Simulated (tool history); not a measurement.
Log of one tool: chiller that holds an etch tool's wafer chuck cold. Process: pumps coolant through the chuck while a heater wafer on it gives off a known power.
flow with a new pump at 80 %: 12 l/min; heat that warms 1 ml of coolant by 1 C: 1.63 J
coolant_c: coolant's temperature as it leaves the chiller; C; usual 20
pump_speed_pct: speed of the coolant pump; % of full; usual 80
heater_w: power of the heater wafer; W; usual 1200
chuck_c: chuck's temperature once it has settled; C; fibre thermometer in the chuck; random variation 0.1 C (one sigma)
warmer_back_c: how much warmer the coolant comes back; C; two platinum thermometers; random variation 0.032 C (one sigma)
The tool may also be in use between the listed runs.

run    hour  coolant_c  pump_speed_pct  heater_w  chuck_c  warmer_back_c
  1       0         20              80      1200     27.6           3.66
  2   122.7         15              80      1200     22.7           3.68
  3   313.4         15              80      1200     22.6           3.71
  4   466.4         15              80      1200     22.6           3.64
  5   573.8         15              80      1200     22.5           3.58
  6   750.3         15              80      1393     23.8           4.25
  7   909.5         15              80      1393     23.9           4.13
  8   997.1         15              80      1393     23.8           4.15
  9  1126.4         15              80      1393     23.9           4.16
     1212.8  -- coolant changed, channels flushed
 10  1230.1         11              80      1393     19.7           4.11
 11  1407.4         20              80      1674     30.6           5.01
 12  1587.2         19              80      1674     29.7           4.87
 13  1717.9         19              80      1674     29.6           4.89
 14  1891.4         19              80      1674     29.6           4.98
 15  2063.5         19              80      1674     29.6           4.84
 16  2218.6         19              80      1674     29.6            4.8
 17  2324.7         26              86      1200     33.4           3.12
 18  2532.7         20              80       977     26.2           2.62
 19  2642.6         11              94      1261     18.2           2.98
 20  2784.9         11              94      1261     18.2           2.98
 21  2994.1         19              64       676     23.9            2.2
 22  3130.9         29              64       851     35.3            2.9
 23    3254         12              69       896     18.2           2.76
 24  3442.8         20              93      1200     26.8           2.69
 25  3539.3         14              61      1072     22.3           3.82
     3556.9  -- gauge calibrated
 26  3746.5         19              66      1315     28.6           4.86
 27  3896.6         20              99      1594     28.9           3.98
 28  4012.2         20              99      1594     28.8           3.88
 29  4197.6         20              89      1340       28           3.58
 30  4383.6         20              77       788     24.9           2.41
 31  4580.4         20              90       724     24.2           1.87
     4623.5  -- chiller's thermometer calibrated
 32  4781.6         20              90       724     24.4           1.81

Forecast each of these 3 alternatives for the next run:
  A  4930.6         17              89      1516        ?              ?
  B  4930.6         16              80      1716        ?              ?
  C  4930.6         14              90       951        ?              ?

run  chuck_c  warmer_back_c
  A     25.8           4.05
  B     26.9           5.12
  C     19.6           2.42
Without the tool's hidden state the same runs would have given:
run  chuck_c  warmer_back_c
  A     25.8           4.21
  B     26.8           5.29
  C     19.6           2.59
